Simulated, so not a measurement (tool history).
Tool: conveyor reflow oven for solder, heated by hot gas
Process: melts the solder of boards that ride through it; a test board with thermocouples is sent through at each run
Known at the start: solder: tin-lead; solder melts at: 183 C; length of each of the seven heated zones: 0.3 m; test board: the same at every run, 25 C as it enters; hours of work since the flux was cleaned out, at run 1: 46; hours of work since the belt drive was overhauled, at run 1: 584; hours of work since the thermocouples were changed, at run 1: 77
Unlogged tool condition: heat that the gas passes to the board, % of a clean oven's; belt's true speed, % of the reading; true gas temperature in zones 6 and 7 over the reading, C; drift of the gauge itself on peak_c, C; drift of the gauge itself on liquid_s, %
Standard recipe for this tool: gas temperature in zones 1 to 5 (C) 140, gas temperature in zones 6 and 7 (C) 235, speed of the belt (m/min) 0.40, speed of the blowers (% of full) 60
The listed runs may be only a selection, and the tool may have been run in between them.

run   hour  gas temperature in zones 1 to 5 (C)  gas temperature in zones 6 and 7 (C)  speed of the belt (m/min)  speed of the blowers (% of full)  hours of work since the flux was cleaned out  hours of work since the belt drive was overhauled  hours of work since the thermocouples were changed  highest temperature of the board (C)  time above the solder's melting point (s)
  1    0.0                                  140                                   235                       0.40                                60                                            46                                                584                                                  77                                214.80                                       64.7
  2   12.4                                  140                                   235                       0.40                                60                                            52                                                590                                                  82                                214.74                                       64.8
  3   31.3                                  140                                   235                       0.40                                60                                            60                                                598                                                  90                                214.83                                       64.7
  4   46.9                                  140                                   235                       0.40                                60                                            66                                                604                                                  97                                214.72                                       65.4
  5   56.1                                  140                                   235                       0.40                                60                                            70                                                608                                                 101                                214.73                                       64.8
  6   75.5                                  140                                   235                       0.40                                86                                            79                                                617                                                 109                                222.47                                       73.1
  7   87.8                                  140                                   235                       0.40                                86                                            84                                                622                                                 114                                222.47                                       72.7
  8   97.6                                  140                                   235                       0.40                                86                                            88                                                626                                                 118                                222.32                                       73.4
  9  112.4                                  140                                   235                       0.40                                86                                            94                                                633                                                 125                                222.42                                       73.2
 10  126.5                                  140                                   235                       0.40                                86                                           101                                                639                                                 131                                222.24                                       73.5

Run 11 is up next; what results do you expect?
 11  137.9                                  140                                   235                       0.42                                60                                           105                                                643                                                 136                                     ?                                          ?

highest temperature of the board (C): 212.82
time above the solder's melting point (s): 59.5
Minus the tool's unlogged condition, the same run would have read highest temperature of the board (C) 212.82, time above the solder's melting point (s) 59.5.
